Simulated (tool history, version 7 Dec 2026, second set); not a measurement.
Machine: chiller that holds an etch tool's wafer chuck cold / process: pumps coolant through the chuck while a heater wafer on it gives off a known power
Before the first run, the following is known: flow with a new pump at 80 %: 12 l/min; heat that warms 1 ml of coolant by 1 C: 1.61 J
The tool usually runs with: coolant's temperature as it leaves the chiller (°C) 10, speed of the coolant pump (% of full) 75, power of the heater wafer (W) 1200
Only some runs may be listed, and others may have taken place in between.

| run | day | coolant's temperature as it leaves the chiller (°C) | speed of the coolant pump (% of full) | power of the heater wafer (W) | chuck's temperature once it has settled (°C) | how much warmer the coolant comes back (C) |
|---|---|---|---|---|---|---|
| 1 | 0.000 | 10 | 75 | 1200 | 22.9 | 3.97 |
| 2 | 6.329 | 10 | 75 | 1434 | 25.4 | 4.75 |
| 3 | 13.617 | 7 | 75 | 1200 | 20.0 | 3.88 |
| 4 | 18.996 | 7 | 75 | 1200 | 19.8 | 3.94 |
| 5 | 26.262 | 10 | 75 | 1700 | 28.5 | 5.54 |
| 6 | 33.025 | 10 | 75 | 1700 | 28.5 | 5.48 |
| 7 | 40.833 | 10 | 75 | 1700 | 28.4 | 5.39 |
| 8 | 47.450 | 10 | 75 | 1700 | 28.2 | 5.41 |
| 9 | 50.758 | 10 | 75 | 1700 | 28.6 | 5.38 |
| 10 | 58.321 | 10 | 75 | 1700 | 28.5 | 5.40 |
| 11 | 63.079 | 10 | 100 | 1200 | 19.5 | 2.54 |
| 12 | 66.658 | 10 | 100 | 1200 | 19.9 | 2.52 |
| 13 | 72.062 | 10 | 93 | 1200 | 20.6 | 2.73 |
|  | 73.662 | gauge calibrated |
| 14 | 76.100 | 10 | 75 | 1200 | 23.0 | 3.90 |
| 15 | 82.617 | 10 | 75 | 1200 | 23.0 | 3.90 |
| 16 | 86.617 | 10 | 63 | 1200 | 25.2 | 4.82 |
| 17 | 90.929 | 10 | 76 | 1155 | 22.2 | 3.70 |
| 18 | 94.612 | 10 | 65 | 1200 | 24.9 | 4.60 |
| 19 | 99.767 | 10 | 65 | 1200 | 24.8 | 4.54 |
| 20 | 104.562 | 10 | 65 | 1709 | 31.0 | 6.55 |
| 21 | 112.646 | 10 | 94 | 1300 | 21.3 | 3.14 |
| 22 | 119.971 | 10 | 94 | 1300 | 21.2 | 3.04 |
| 23 | 125.204 | 10 | 94 | 1300 | 21.1 | 3.04 |
| 24 | 131.904 | 5 | 92 | 606 | 10.4 | 1.29 |
| 25 | 137.667 | 5 | 92 | 606 | 10.5 | 1.22 |
| 26 | 142.754 | 5 | 92 | 606 | 10.3 | 1.22 |
|  | 148.925 | gauge calibrated |
| 27 | 149.283 | 5 | 92 | 606 | 10.4 | 1.60 |
| 28 | 156.742 | 18 | 77 | 1345 | 32.0 | 4.30 |
| 29 | 162.133 | 0 | 61 | 1437 | 19.1 | 5.99 |
|  | 164.379 | chiller's thermometer calibrated |
| 30 | 168.575 | 9 | 68 | 1717 | 29.3 | 6.27 |
| 31 | 172.379 | 19 | 100 | 908 | 26.5 | 2.08 |

5 options for the next run, each taken on its own from the tool as it stands now. Forecast them:
| A | 178.242 | 19 | 95 | 908 | ? | ? |
| B | 178.242 | 10 | 75 | 677 | ? | ? |
| C | 178.242 | 17 | 76 | 793 | ? | ? |
| D | 178.242 | 19 | 80 | 1276 | ? | ? |
| E | 178.242 | 19 | 87 | 908 | ? | ? |

| run | chuck's temperature once it has settled (°C) | how much warmer the coolant comes back (C) |
|---|---|---|
| A | 26.6 | 2.11 |
| B | 17.1 | 2.14 |
| C | 25.4 | 2.43 |
| D | 32.1 | 3.80 |
| E | 27.5 | 2.46 |
Take away the tool's hidden state, keep each run's random variation, and the runs would have read:
| run | chuck's temperature once it has settled (°C) | how much warmer the coolant comes back (C) |
|---|---|---|
| A | 26.6 | 2.28 |
| B | 17.1 | 2.31 |
| C | 25.4 | 2.59 |
| D | 32.0 | 3.96 |
| E | 27.5 | 2.62 |
